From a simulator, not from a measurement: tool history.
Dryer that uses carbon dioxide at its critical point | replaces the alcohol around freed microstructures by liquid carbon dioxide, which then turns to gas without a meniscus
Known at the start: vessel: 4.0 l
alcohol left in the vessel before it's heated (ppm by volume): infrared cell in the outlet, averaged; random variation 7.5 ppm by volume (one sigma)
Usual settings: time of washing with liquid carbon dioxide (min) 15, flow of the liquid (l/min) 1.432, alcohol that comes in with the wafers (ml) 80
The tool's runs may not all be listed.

run	day	time of washing with liquid carbon dioxide (min)	flow of the liquid (l/min)	alcohol that comes in with the wafers (ml)	alcohol left in the vessel before it's heated (ppm by volume)
1	0.000	15	1.432	80	612
2	1.988	15	1.432	80	605
3	3.646	15	1.432	116	817
4	5.796	15	1.432	116	843
5	7.188	13	1.432	80	937
6	9.100	15	1.432	80	644
7	11.575	15	1.432	80	643
8	13.100	15	1.432	80	672
# day 13.817: inlet filter changed
9	15.396	15	1.432	80	618
10	17.017	15	1.640	80	424
11	19.483	15	1.490	80	534
12	20.729	15	1.432	110	755
13	22.208	15	1.432	110	744
14	24.438	15	1.432	110	759
15	26.062	17	1.432	31	320

Forecast run 16:
16	27.329	11	2.150	80	?

alcohol left in the vessel before it's heated (ppm by volume): 513
Without the tool's hidden state the same run would have given alcohol left in the vessel before it's heated (ppm by volume) 256.

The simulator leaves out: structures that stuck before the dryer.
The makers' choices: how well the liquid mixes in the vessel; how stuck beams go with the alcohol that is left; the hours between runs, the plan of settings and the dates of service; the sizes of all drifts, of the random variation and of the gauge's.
